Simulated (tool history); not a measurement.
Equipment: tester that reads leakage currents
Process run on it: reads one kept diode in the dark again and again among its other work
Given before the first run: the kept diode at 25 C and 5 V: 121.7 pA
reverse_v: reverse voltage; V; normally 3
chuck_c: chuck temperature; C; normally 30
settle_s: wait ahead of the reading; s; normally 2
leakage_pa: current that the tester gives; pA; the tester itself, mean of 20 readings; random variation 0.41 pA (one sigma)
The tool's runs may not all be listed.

run	hour	reverse_v	chuck_c	settle_s	leakage_pa
1	0	3	30	2	136.91
2	78.7	3	30	2	136.48
# hour 85.3: chuck's temperature calibrated
3	147.7	3	30	2	136.31
4	215.7	3	30	0.59	138.07
5	269.1	3	30	0.59	137.6
6	318.3	3	51	2	633.48
7	379.7	3	30	2	136.37
8	420	1.28	30	2	84.97
9	458.3	2.11	41	2	258.1
10	535.3	2.11	41	2	255.98
11	597.9	9.59	24	9.09	162.58
12	677.8	4.85	30	6.46	178.04
13	717.6	3	37	0.46	233.72

Run 14 is up next; what results do you expect?
14	799.5	3	37	0.46	?

Run 14 gave leakage_pa 234.59 pA.
Were there no unlogged condition in the tool, this run, its random variation unchanged, would have produced leakage_pa 234.5 pA.
